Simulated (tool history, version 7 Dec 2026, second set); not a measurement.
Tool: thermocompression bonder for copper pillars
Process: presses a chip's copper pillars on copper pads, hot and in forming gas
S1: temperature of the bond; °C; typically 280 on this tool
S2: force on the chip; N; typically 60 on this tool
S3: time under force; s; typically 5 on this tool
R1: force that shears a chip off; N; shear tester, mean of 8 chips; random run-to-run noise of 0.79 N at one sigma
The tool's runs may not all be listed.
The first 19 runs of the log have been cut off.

run,day,S1,S2,S3,R1
20,19.946,267,83,10,92.4
21,21.029,278,70,14,99.4
22,21.842,287,80,5,85.9
23,23.296,293,72,3,71.7
# day 23.779: forming gas filter changed
24,24.7,280,50,5,59.1
25,25.838,308,60,9,100.5
26,27.038,308,60,9,100.6
# day 27.971: force cell calibrated
27,27.983,252,53,12,63
28,29.112,274,57,5,60.6
29,29.875,274,57,5,61.5
30,30.746,280,60,7,76.9
31,32.025,280,60,4,62.1

Below are 3 alternative next runs, each starting from the tool's condition after run 31. Predict each:
# day 33.121: forming gas filter changed
# day 33.35: heater calibrated with a thermocouple chip
A,33.35,255,42,5,?
# day 33.121: forming gas filter changed
# day 33.35: heater calibrated with a thermocouple chip
B,33.35,280,46,7,?
# day 33.121: forming gas filter changed
# day 33.35: heater calibrated with a thermocouple chip
C,33.35,277,48,5,?

run,R1
A,38.4
B,62.8
C,55.6
The same runs, with their run-to-run variation unchanged, on a tool lacking any hidden condition would have given:
run,R1
A,38.4
B,62.8
C,55.6

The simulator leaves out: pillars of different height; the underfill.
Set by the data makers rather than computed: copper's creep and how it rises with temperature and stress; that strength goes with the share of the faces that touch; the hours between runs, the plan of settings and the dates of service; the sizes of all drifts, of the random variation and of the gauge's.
